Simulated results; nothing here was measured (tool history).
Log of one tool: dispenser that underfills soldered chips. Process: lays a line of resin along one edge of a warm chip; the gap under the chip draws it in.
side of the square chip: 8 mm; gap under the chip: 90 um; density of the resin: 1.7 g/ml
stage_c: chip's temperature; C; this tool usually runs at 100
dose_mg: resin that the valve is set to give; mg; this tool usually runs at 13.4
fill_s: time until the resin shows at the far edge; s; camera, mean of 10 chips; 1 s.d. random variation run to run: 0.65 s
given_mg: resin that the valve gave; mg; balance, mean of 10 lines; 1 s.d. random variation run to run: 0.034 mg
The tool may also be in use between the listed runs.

| run | hour | stage_c | dose_mg | fill_s | given_mg |
|---|---|---|---|---|---|
| 1 | 0 | 100 | 13.4 | 101.6 | 12.69 |
|  | 3.5 | dispensing valve cleaned and set on the balance |
|  | 4.8 | new syringe of resin |
| 2 | 9.2 | 100 | 13.4 | 78.4 | 13.36 |
|  | 16.8 | new syringe of resin |
| 3 | 18.1 | 100 | 13.4 | 64.8 | 13.23 |
| 4 | 24.9 | 100 | 13.4 | 96.4 | 13.24 |
|  | 29 | new syringe of resin |
| 5 | 32.8 | 100 | 13.4 | 75.6 | 13.19 |
|  | 41.1 | new syringe of resin |
| 6 | 41.1 | 100 | 13.4 | 61.4 | 13.14 |
| 7 | 46.7 | 100 | 13.4 | 81.6 | 13.12 |
|  | 53.2 | new syringe of resin |
| 8 | 54 | 100 | 13.4 | 65.2 | 13.09 |
| 9 | 62.2 | 100 | 13.4 | 103.4 | 13.06 |
|  | 65.8 | new syringe of resin |
| 10 | 70.7 | 100 | 13.4 | 82 | 12.98 |
|  | 77.9 | new syringe of resin |
| 11 | 78.4 | 100 | 13.4 | 64.1 | 12.87 |
| 12 | 83.3 | 100 | 13.4 | 84.6 | 12.92 |
| 13 | 89.3 | 100 | 13.4 | 122.2 | 12.86 |
|  | 90.4 | new syringe of resin |
| 14 | 93.8 | 100 | 14.3 | 74.7 | 13.73 |
| 15 | 100.2 | 100 | 14.3 | 109.3 | 13.66 |
|  | 103 | new syringe of resin |
| 16 | 106.5 | 100 | 12.2 | 79.9 | 11.66 |
| 17 | 111.7 | 100 | 12.2 | 108 | 11.61 |
|  | 115.4 | new syringe of resin |
| 18 | 117.8 | 102 | 16.7 | 61.2 | 15.87 |
| 19 | 122.2 | 102 | 16.7 | 81.1 | 15.91 |
| 20 | 126.7 | 88 | 11.9 | 194 | 11.25 |
|  | 127.6 | new syringe of resin |
| 21 | 130.9 | 88 | 11.9 | 129.7 | 11.25 |
|  | 138 | dispensing valve cleaned and set on the balance |
| 22 | 139.8 | 88 | 11.9 | 197.2 | 11.93 |
|  | 140.7 | new syringe of resin |
| 23 | 147.3 | 88 | 11.9 | 147.6 | 11.86 |
|  | 153.3 | new syringe of resin |
| 24 | 156 | 113 | 17 | 44.1 | 16.92 |
| 25 | 163.9 | 101 | 13.4 | 110.2 | 13.24 |
|  | 165.7 | new syringe of resin |
| 26 | 171 | 107 | 12 | 69.4 | 11.86 |

Forecast run 27:
|  | 178 | new syringe of resin |
| 27 | 179.4 | 107 | 12 | ? | ? |

{"run 27": {"fill_s": 54.1, "given_mg": 11.75}}
The same run, on a tool lacking any hidden state, would have yielded fill_s 46.9 s, given_mg 11.96 mg.
